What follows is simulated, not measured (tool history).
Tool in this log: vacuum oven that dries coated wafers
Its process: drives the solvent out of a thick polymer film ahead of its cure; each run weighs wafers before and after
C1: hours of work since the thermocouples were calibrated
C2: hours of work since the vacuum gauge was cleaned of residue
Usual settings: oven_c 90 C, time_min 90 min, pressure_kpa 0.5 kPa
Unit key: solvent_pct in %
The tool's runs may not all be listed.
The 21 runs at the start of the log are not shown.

Run 22, hour 538.3: usual settings but pressure_kpa 1.831 kPa; C1 62; C2 1233. Result: solvent_pct 3.92 %.
Run 23, hour 569.4: usual settings but oven_c 86 C, pressure_kpa 1.831 kPa; C1 83; C2 1254. Result: solvent_pct 4.85 %.
Run 24, hour 603.1: usual settings but time_min 67 min, pressure_kpa 0.341 kPa; C1 106; C2 1277. Result: solvent_pct 4.86 %.
Run 25, hour 630.9: usual settings but time_min 67 min, pressure_kpa 0.341 kPa; C1 125; C2 1296. Result: solvent_pct 4.86 %.
Run 26, hour 655.4: usual settings but time_min 67 min, pressure_kpa 0.341 kPa; C1 141; C2 1312. Result: solvent_pct 4.86 %.
Run 27, hour 685.8: usual settings but oven_c 98 C, time_min 126 min, pressure_kpa 0.72 kPa; C1 162; C2 1333. Result: solvent_pct 1.01 %.
Run 28, hour 703: usual settings but time_min 143 min, pressure_kpa 0.31 kPa; C1 173; C2 1344. Result: solvent_pct 1.72 %.
Run 29, hour 729.8: usual settings but time_min 143 min, pressure_kpa 0.978 kPa; C1 192; C2 1362. Result: solvent_pct 1.85 %.
Run 30, hour 755.4: usual settings but time_min 143 min, pressure_kpa 0.978 kPa; C1 209; C2 1380. Result: solvent_pct 1.93 %.
Run 31, hour 777.7: usual settings but time_min 158 min, pressure_kpa 0.978 kPa; C1 224; C2 1395. Result: solvent_pct 1.59 %.

Each row is a separate what-if for the run after 31, all from the same tool condition, not one after another. Results?
Run A, hour 810: usual settings but time_min 131 min, pressure_kpa 0.287 kPa; C1 246; C2 1416. Result: solvent_pct ?.
Run B, hour 810: usual settings but time_min 158 min, pressure_kpa 1.134 kPa; C1 246; C2 1416. Result: solvent_pct ?.
Run C, hour 810: usual settings but oven_c 99 C, pressure_kpa 0.66 kPa; C1 246; C2 1416. Result: solvent_pct ?.
Run D, hour 810: usual settings but oven_c 77 C, time_min 64 min; C1 246; C2 1416. Result: solvent_pct ?.

run  solvent_pct
  A         1.98
  B         1.65
  C         1.78
  D         8.24
Stripped of hidden state, with their random variation kept, the same runs would have yielded:
run  solvent_pct
  A          1.9
  B         1.55
  C         1.73
  D         8.17
